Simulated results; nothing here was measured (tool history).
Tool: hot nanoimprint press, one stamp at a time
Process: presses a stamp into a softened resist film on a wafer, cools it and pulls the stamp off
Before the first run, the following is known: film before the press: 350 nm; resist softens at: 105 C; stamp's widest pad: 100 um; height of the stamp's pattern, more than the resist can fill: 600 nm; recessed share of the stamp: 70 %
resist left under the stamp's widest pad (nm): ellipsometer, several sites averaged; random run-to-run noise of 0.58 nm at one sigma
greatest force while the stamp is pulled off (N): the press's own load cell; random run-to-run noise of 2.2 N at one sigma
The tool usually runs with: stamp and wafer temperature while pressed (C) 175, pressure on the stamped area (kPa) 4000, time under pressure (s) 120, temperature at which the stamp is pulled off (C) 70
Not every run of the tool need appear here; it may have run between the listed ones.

run,hour,stamp and wafer temperature while pressed (C),pressure on the stamped area (kPa),time under pressure (s),temperature at which the stamp is pulled off (C),resist left under the stamp's widest pad (nm),greatest force while the stamp is pulled off (N)
1,0.0,175,4000,120,70,169.0,94
2,43.4,175,4000,120,70,168.3,97
3,79.5,175,4000,120,70,168.3,100
# hour 91.4: stamp cleaned and given a new release coat
4,138.2,175,4000,149,70,155.4,96
5,217.5,175,4000,149,70,156.1,97
6,254.6,175,4000,120,71,169.1,95
# hour 284.8: press's hydraulic seals changed and the load cell set to zero
7,313.9,175,4000,120,70,168.3,102
8,367.3,175,4000,120,70,168.4,94
9,402.9,175,4000,120,70,169.8,98
# hour 458.8: plate thermocouple calibrated
10,466.4,175,4000,120,70,169.9,99
# hour 503.5: stamp cleaned and given a new release coat
11,533.5,183,4000,71,61,160.7,123
12,610.3,186,4510,214,67,87.3,106
13,679.4,173,4070,73,70,212.0,99
14,716.8,175,4970,64,72,193.6,90
15,783.1,175,3900,120,70,171.5,96
16,849.9,166,2420,67,75,290.4,85
# hour 905.1: stamp cleaned and given a new release coat
17,921.6,166,3210,94,58,255.1,128
18,987.5,177,4170,128,59,153.3,119
19,1032.5,177,4170,128,59,151.0,127

Branching from run 19: 4 alternative next runs. What would each branch give?
A,1089.2,172,4170,124,65,?,?
B,1089.2,185,5430,120,66,?,?
C,1089.2,178,4170,128,68,?,?
D,1089.2,175,4170,63,59,?,?

run,resist left under the stamp's widest pad (nm),greatest force while the stamp is pulled off (N)
A,181.2,109
B,107.2,106
C,147.3,102
D,208.2,130
What these runs would have given with no unlogged condition in the tool:
run,resist left under the stamp's widest pad (nm),greatest force while the stamp is pulled off (N)
A,179.9,109
B,106.4,106
C,146.2,101
D,206.7,129
